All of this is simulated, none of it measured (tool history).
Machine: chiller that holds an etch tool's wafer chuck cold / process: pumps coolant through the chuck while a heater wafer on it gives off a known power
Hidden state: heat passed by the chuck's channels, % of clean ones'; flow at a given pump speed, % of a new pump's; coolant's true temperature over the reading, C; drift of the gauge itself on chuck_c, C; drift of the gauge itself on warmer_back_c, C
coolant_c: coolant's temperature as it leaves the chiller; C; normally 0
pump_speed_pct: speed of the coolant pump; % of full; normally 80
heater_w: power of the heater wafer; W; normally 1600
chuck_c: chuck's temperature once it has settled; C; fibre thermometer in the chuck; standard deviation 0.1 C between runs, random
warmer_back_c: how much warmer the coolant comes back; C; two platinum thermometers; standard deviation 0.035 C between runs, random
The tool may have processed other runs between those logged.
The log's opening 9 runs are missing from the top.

run	day	coolant_c	pump_speed_pct	heater_w	hours since the coolant was changed and the channels were flushed	hours since the pump was overhauled	hours since the chiller's thermometer was calibrated	chuck_c	warmer_back_c
# day 19.046: chiller's thermometer calibrated
10	20.275	0	80	1053	5016	3356	29	10.3	4.16
# day 22.162: coolant changed, channels flushed
11	22.592	0	80	1053	10	3405	79	9.3	4.16
12	25.338	0	80	1053	76	3471	145	9.4	4.12
13	27.729	0	80	1600	134	3528	202	14.1	6.38
14	29.867	0	80	1600	185	3580	254	14.3	6.34
# day 30.342: coolant pump overhauled
15	31.829	0	80	1600	227	36	296	14.8	6.54
16	33.738	0	80	1600	273	81	342	14.6	6.59
17	36.654	0	80	1600	343	152	412	14.7	6.53
# day 38.412: coolant pump overhauled, once more
18	39.304	-4	66	2171	401	21	470	16.9	9.60
19	41.467	-4	66	2171	453	73	522	16.7	9.60
20	43.808	6	66	845	510	130	578	14.2	3.75

For run 21, what comes out?
21	45.417	6	66	845	548	168	617	?	?

Run 21 produced chuck_c 14.2 C, warmer_back_c 3.78 C.
Minus the tool's unlogged condition, the same run would have read chuck_c 14.0 C, warmer_back_c 3.78 C.
